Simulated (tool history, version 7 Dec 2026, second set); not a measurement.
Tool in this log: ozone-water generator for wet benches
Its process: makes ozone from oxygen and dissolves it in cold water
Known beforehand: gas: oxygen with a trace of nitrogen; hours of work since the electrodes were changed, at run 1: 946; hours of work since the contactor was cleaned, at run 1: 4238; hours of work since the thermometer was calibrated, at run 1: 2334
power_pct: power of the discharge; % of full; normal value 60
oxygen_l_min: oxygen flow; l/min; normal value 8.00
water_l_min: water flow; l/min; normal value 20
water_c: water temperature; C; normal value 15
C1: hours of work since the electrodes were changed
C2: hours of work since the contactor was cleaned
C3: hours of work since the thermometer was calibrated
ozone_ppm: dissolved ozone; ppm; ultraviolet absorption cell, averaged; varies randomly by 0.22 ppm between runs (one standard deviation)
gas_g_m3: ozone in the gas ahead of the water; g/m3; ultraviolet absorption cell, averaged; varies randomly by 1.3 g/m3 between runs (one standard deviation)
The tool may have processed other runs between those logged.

run 1 hour=0.0 | power_pct=60 oxygen_l_min=8.00 water_l_min=20 water_c=15 | C1=946 C2=4238 C3=2334 | ozone_ppm=30.1 gas_g_m3=247.6
-- hour=39.1 contactor cleaned
run 2 hour=76.2 | power_pct=60 oxygen_l_min=8.00 water_l_min=20 water_c=15 | C1=1001 C2=28 C3=2389 | ozone_ppm=32.4 gas_g_m3=244.4
run 3 hour=180.9 | power_pct=60 oxygen_l_min=8.00 water_l_min=20 water_c=15 | C1=1080 C2=108 C3=2469 | ozone_ppm=32.4 gas_g_m3=247.7
run 4 hour=335.8 | power_pct=60 oxygen_l_min=8.00 water_l_min=20 water_c=7 | C1=1198 C2=226 C3=2587 | ozone_ppm=37.1 gas_g_m3=245.2
run 5 hour=434.0 | power_pct=60 oxygen_l_min=8.00 water_l_min=20 water_c=7 | C1=1273 C2=300 C3=2661 | ozone_ppm=36.7 gas_g_m3=243.5
run 6 hour=582.1 | power_pct=60 oxygen_l_min=8.00 water_l_min=20 water_c=15 | C1=1385 C2=413 C3=2774 | ozone_ppm=32.1 gas_g_m3=244.2
run 7 hour=693.5 | power_pct=60 oxygen_l_min=8.00 water_l_min=20 water_c=15 | C1=1470 C2=497 C3=2859 | ozone_ppm=32.0 gas_g_m3=244.3
run 8 hour=840.0 | power_pct=60 oxygen_l_min=8.00 water_l_min=20 water_c=13 | C1=1581 C2=609 C3=2970 | ozone_ppm=33.1 gas_g_m3=243.5
run 9 hour=928.9 | power_pct=60 oxygen_l_min=8.00 water_l_min=20 water_c=13 | C1=1649 C2=676 C3=3038 | ozone_ppm=32.7 gas_g_m3=243.2
-- hour=941.5 water thermometer calibrated
run 10 hour=1074.2 | power_pct=51 oxygen_l_min=8.52 water_l_min=24 water_c=13 | C1=1759 C2=786 C3=101 | ozone_ppm=25.8 gas_g_m3=211.9
run 11 hour=1225.8 | power_pct=55 oxygen_l_min=8.52 water_l_min=24 water_c=13 | C1=1874 C2=902 C3=216 | ozone_ppm=26.6 gas_g_m3=221.4
run 12 hour=1370.6 | power_pct=86 oxygen_l_min=5.67 water_l_min=15 water_c=9 | C1=1984 C2=1012 C3=326 | ozone_ppm=56.3 gas_g_m3=376.7
run 13 hour=1469.4 | power_pct=86 oxygen_l_min=5.67 water_l_min=15 water_c=9 | C1=2059 C2=1087 C3=401 | ozone_ppm=56.9 gas_g_m3=373.8
run 14 hour=1623.2 | power_pct=58 oxygen_l_min=8.00 water_l_min=24 water_c=15 | C1=2176 C2=1204 C3=518 | ozone_ppm=26.3 gas_g_m3=235.8
run 15 hour=1720.6 | power_pct=60 oxygen_l_min=8.00 water_l_min=20 water_c=22 | C1=2250 C2=1278 C3=592 | ozone_ppm=27.3 gas_g_m3=242.2
run 16 hour=1822.3 | power_pct=41 oxygen_l_min=4.88 water_l_min=27 water_c=15 | C1=2328 C2=1355 C3=670 | ozone_ppm=19.4 gas_g_m3=256.8
run 17 hour=1962.1 | power_pct=41 oxygen_l_min=4.88 water_l_min=27 water_c=15 | C1=2434 C2=1462 C3=776 | ozone_ppm=19.1 gas_g_m3=256.7

What if the next run were any one of these 5? Each begins from the tool's condition after run 17:
run A hour=2098.6 | power_pct=60 oxygen_l_min=8.00 water_l_min=23 water_c=18 | C1=2538 C2=1565 C3=880 | ozone_ppm=? gas_g_m3=?
run B hour=2098.6 | power_pct=60 oxygen_l_min=11.18 water_l_min=20 water_c=20 | C1=2538 C2=1565 C3=880 | ozone_ppm=? gas_g_m3=?
run C hour=2098.6 | power_pct=41 oxygen_l_min=4.88 water_l_min=27 water_c=12 | C1=2538 C2=1565 C3=880 | ozone_ppm=? gas_g_m3=?
run D hour=2098.6 | power_pct=55 oxygen_l_min=7.62 water_l_min=20 water_c=15 | C1=2538 C2=1565 C3=880 | ozone_ppm=? gas_g_m3=?
run E hour=2098.6 | power_pct=48 oxygen_l_min=8.00 water_l_min=16 water_c=20 | C1=2538 C2=1565 C3=880 | ozone_ppm=? gas_g_m3=?

run=A ozone_ppm=26.2 gas_g_m3=238.5
run=B ozone_ppm=26.6 gas_g_m3=192.8
run=C ozone_ppm=20.1 gas_g_m3=253.9
run=D ozone_ppm=29.5 gas_g_m3=234.0
run=E ozone_ppm=28.3 gas_g_m3=208.8
Without the tool's hidden state the same runs would have given:
run=A ozone_ppm=28.1 gas_g_m3=247.4
run=B ozone_ppm=28.5 gas_g_m3=200.0
run=C ozone_ppm=21.3 gas_g_m3=260.9
run=D ozone_ppm=31.5 gas_g_m3=242.2
run=E ozone_ppm=30.1 gas_g_m3=215.4

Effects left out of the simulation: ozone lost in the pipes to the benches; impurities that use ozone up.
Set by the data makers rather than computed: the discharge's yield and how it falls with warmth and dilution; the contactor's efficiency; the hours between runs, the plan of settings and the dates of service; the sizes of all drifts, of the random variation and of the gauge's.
